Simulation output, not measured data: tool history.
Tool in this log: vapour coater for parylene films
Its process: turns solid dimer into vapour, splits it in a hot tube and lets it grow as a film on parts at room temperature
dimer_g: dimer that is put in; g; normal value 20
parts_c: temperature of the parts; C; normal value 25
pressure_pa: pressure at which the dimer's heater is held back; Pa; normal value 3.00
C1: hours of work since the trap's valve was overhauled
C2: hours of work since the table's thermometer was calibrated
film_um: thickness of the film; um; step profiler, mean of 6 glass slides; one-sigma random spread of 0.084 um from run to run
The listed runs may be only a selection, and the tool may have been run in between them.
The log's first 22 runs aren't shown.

{"run": 23, "hour": 582.6, "dimer_g": 20, "parts_c": 25, "pressure_pa": 6.42, "C1": 165, "C2": 826, "film_um": 9.17}
{"run": 24, "hour": 609.2, "dimer_g": 20, "parts_c": 25, "pressure_pa": 6.42, "C1": 180, "C2": 841, "film_um": 9.09}
{"run": 25, "hour": 644.9, "dimer_g": 20, "parts_c": 25, "pressure_pa": 6.42, "C1": 200, "C2": 860, "film_um": 9.05}
{"run": 26, "hour": 661.9, "dimer_g": 20, "parts_c": 25, "pressure_pa": 6.42, "C1": 210, "C2": 870, "film_um": 9.06}
{"run": 27, "hour": 682.5, "dimer_g": 20, "parts_c": 25, "pressure_pa": 6.42, "C1": 221, "C2": 881, "film_um": 8.93}
{"run": 28, "hour": 704.4, "dimer_g": 12, "parts_c": 21, "pressure_pa": 4.13, "C1": 233, "C2": 894, "film_um": 6.7}
{"run": 29, "hour": 727.7, "dimer_g": 11, "parts_c": 20, "pressure_pa": 2.21, "C1": 246, "C2": 907, "film_um": 7.16}
{"run": 30, "hour": 742.7, "dimer_g": 11, "parts_c": 20, "pressure_pa": 2.21, "C1": 255, "C2": 915, "film_um": 7.18}
{"run": 31, "hour": 760.2, "dimer_g": 20, "parts_c": 25, "pressure_pa": 2.05, "C1": 264, "C2": 925, "film_um": 10.43}
{"hour": 797.5, "done": "trap's valve overhauled"}
{"run": 32, "hour": 798.7, "dimer_g": 31, "parts_c": 25, "pressure_pa": 2.36, "C1": 1, "C2": 944, "film_um": 16.79}
{"run": 33, "hour": 820.5, "dimer_g": 31, "parts_c": 20, "pressure_pa": 4.24, "C1": 13, "C2": 956, "film_um": 19.01}
{"run": 34, "hour": 847.3, "dimer_g": 36, "parts_c": 22, "pressure_pa": 2.06, "C1": 28, "C2": 971, "film_um": 22.61}
{"run": 35, "hour": 862.2, "dimer_g": 21, "parts_c": 25, "pressure_pa": 2.26, "C1": 36, "C2": 979, "film_um": 11.4}
{"run": 36, "hour": 877.5, "dimer_g": 18, "parts_c": 35, "pressure_pa": 2.26, "C1": 45, "C2": 988, "film_um": 6.44}
{"run": 37, "hour": 900.2, "dimer_g": 20, "parts_c": 28, "pressure_pa": 3.7, "C1": 57, "C2": 1001, "film_um": 8.78}
{"run": 38, "hour": 934.6, "dimer_g": 18, "parts_c": 28, "pressure_pa": 3.7, "C1": 76, "C2": 1020, "film_um": 8.01}
{"run": 39, "hour": 958.0, "dimer_g": 29, "parts_c": 25, "pressure_pa": 6.45, "C1": 90, "C2": 1033, "film_um": 13.53}
{"run": 40, "hour": 982.0, "dimer_g": 16, "parts_c": 17, "pressure_pa": 5.04, "C1": 103, "C2": 1046, "film_um": 10.69}
{"run": 41, "hour": 998.8, "dimer_g": 16, "parts_c": 25, "pressure_pa": 8.93, "C1": 112, "C2": 1056, "film_um": 7.04}
{"run": 42, "hour": 1016.2, "dimer_g": 16, "parts_c": 25, "pressure_pa": 8.93, "C1": 122, "C2": 1065, "film_um": 7.01}
{"run": 43, "hour": 1037.0, "dimer_g": 16, "parts_c": 25, "pressure_pa": 8.93, "C1": 134, "C2": 1077, "film_um": 6.99}
{"run": 44, "hour": 1060.8, "dimer_g": 16, "parts_c": 25, "pressure_pa": 8.93, "C1": 147, "C2": 1090, "film_um": 7.14}
{"run": 45, "hour": 1080.4, "dimer_g": 16, "parts_c": 25, "pressure_pa": 11.34, "C1": 158, "C2": 1101, "film_um": 6.87}
{"run": 46, "hour": 1105.4, "dimer_g": 20, "parts_c": 20, "pressure_pa": 3.34, "C1": 172, "C2": 1115, "film_um": 12.54}
{"run": 47, "hour": 1129.9, "dimer_g": 20, "parts_c": 18, "pressure_pa": 9.45, "C1": 185, "C2": 1129, "film_um": 11.7}

Below are 3 alternative next runs, each starting from the tool's condition after run 47. Predict each:
{"run": "A", "hour": 1144.8, "dimer_g": 19, "parts_c": 25, "pressure_pa": 3.0, "C1": 194, "C2": 1137, "film_um": "?"}
{"run": "B", "hour": 1144.8, "dimer_g": 20, "parts_c": 18, "pressure_pa": 3.1, "C1": 194, "C2": 1137, "film_um": "?"}
{"run": "C", "hour": 1144.8, "dimer_g": 20, "parts_c": 20, "pressure_pa": 9.45, "C1": 194, "C2": 1137, "film_um": "?"}

run=A film_um=9.59
run=B film_um=13.55
run=C film_um=10.65
The same runs, with their run-to-run variation unchanged, on a tool lacking any hidden condition would have given:
run=A film_um=9.62
run=B film_um=13.59
run=C film_um=10.69
